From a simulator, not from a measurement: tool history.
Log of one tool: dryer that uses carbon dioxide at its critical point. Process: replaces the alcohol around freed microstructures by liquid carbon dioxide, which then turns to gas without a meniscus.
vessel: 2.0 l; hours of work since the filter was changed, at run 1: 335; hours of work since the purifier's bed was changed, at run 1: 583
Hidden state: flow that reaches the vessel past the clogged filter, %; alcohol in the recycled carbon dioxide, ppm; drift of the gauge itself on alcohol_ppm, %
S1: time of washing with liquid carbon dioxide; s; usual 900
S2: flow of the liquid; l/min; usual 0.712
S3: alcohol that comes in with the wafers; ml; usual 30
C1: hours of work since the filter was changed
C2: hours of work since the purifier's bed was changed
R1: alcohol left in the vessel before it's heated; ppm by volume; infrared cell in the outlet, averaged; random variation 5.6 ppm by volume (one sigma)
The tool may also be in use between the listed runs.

run	hour	S1	S2	S3	C1	C2	R1
1	0	900	0.712	30	335	583	219
2	17.3	900	0.712	30	344	592	215
3	30.6	900	0.712	30	351	599	234
4	50.6	900	0.712	119	361	610	805
5	64.6	900	0.712	119	369	617	804
6	90.6	900	0.712	119	383	631	812
7	116.4	900	0.712	119	396	645	828
8	130.8	900	0.712	30	404	652	229
9	146.2	900	0.712	30	412	661	233
10	162.4	900	0.712	30	421	669	248
11	189	900	0.712	30	435	683	240
12	201.9	900	0.712	30	442	690	229
13	217.3	900	0.712	30	450	698	235
14	245.6	780	0.964	99	465	714	360
15	275.7	780	0.964	99	481	730	361
16	298.9	1020	0.964	25	494	742	54
17	314	1260	0.885	30	502	750	45
18	330	1260	0.885	30	510	758	43
19	360.1	720	0.885	80	526	774	635
20	374.3	900	0.848	30	534	782	144
21	401.6	900	0.848	25	548	797	117

Forecast run 22:
22	428.4	900	0.848	25	563	811	?

Run 22 gave R1 117 ppm by volume.
Without the tool's hidden state the same run would have given R1 61 ppm by volume.
